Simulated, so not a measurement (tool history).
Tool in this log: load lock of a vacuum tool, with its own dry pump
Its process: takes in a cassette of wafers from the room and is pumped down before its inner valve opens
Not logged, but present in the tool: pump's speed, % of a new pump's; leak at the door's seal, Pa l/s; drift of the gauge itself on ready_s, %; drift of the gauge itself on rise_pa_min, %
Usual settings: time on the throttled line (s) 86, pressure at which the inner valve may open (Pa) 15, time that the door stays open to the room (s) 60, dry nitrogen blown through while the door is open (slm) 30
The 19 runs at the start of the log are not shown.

run,hour,time on the throttled line (s),pressure at which the inner valve may open (Pa),time that the door stays open to the room (s),dry nitrogen blown through while the door is open (slm),hours that the pump has run since its overhaul,times that the door has closed on its seal,"incoming humidity of the room's air, %",time from the closed door until the inner valve may open (s),rise of the pressure with all valves shut (Pa/min)
20,3965.5,78,15,133,30,786,14535,44.3,180.4,0.027
21,4144.8,78,15,133,30,965,14942,48.3,180.5,0.024
22,4362.6,86,15,60,6,1183,15436,43.8,187.6,0.035
23,4553.7,86,15,60,6,1374,15869,41.3,185.4,0.025
24,4829.0,97,15,60,13,1650,16493,43.9,194.6,0.029
25,5053.9,143,15,62,40,1874,17003,44.0,230.3,0.010
26,5247.8,157,11,136,5,2068,17443,47.0,248.1,0.060
27,5476.5,57,11,210,5,2297,17961,44.6,168.8,0.073
28,5724.3,131,11,35,5,2545,18523,44.1,227.2,0.019
29,5851.7,131,11,35,5,2672,18812,44.4,226.8,0.032
30,6010.4,131,11,35,5,2831,19171,45.6,225.3,0.029
31,6134.5,131,11,35,31,2955,19453,47.3,228.5,0.005
32,6414.6,57,17,60,7,3235,20088,43.8,161.7,0.037
33,6567.3,86,14,132,30,3388,20434,44.1,186.2,0.028
34,6797.1,86,12,95,30,3618,20955,45.4,190.8,0.022
35,6984.3,71,15,34,30,3805,21379,47.0,173.9,0.013
36,7197.5,71,15,34,30,4018,21863,44.3,175.4,0.013
37,7431.0,85,15,189,30,4252,22392,43.1,184.5,0.033
38,7676.7,85,15,189,30,4497,22949,47.3,185.5,0.031

Here are 3 independent what-if runs from the current tool condition. What would each one return?
A,7821.8,85,15,189,45,4642,23278,42.7,?,?
B,7821.8,86,18,90,37,4642,23278,45.8,?,?
C,7821.8,50,15,189,30,4642,23278,45.8,?,?

run,time from the closed door until the inner valve may open (s),rise of the pressure with all valves shut (Pa/min)
A,184.8,0.026
B,183.9,0.021
C,156.0,0.025
What these runs would have given with no unlogged condition in the tool:
run,time from the closed door until the inner valve may open (s),rise of the pressure with all valves shut (Pa/min)
A,184.7,0.026
B,183.8,0.021
C,155.9,0.025
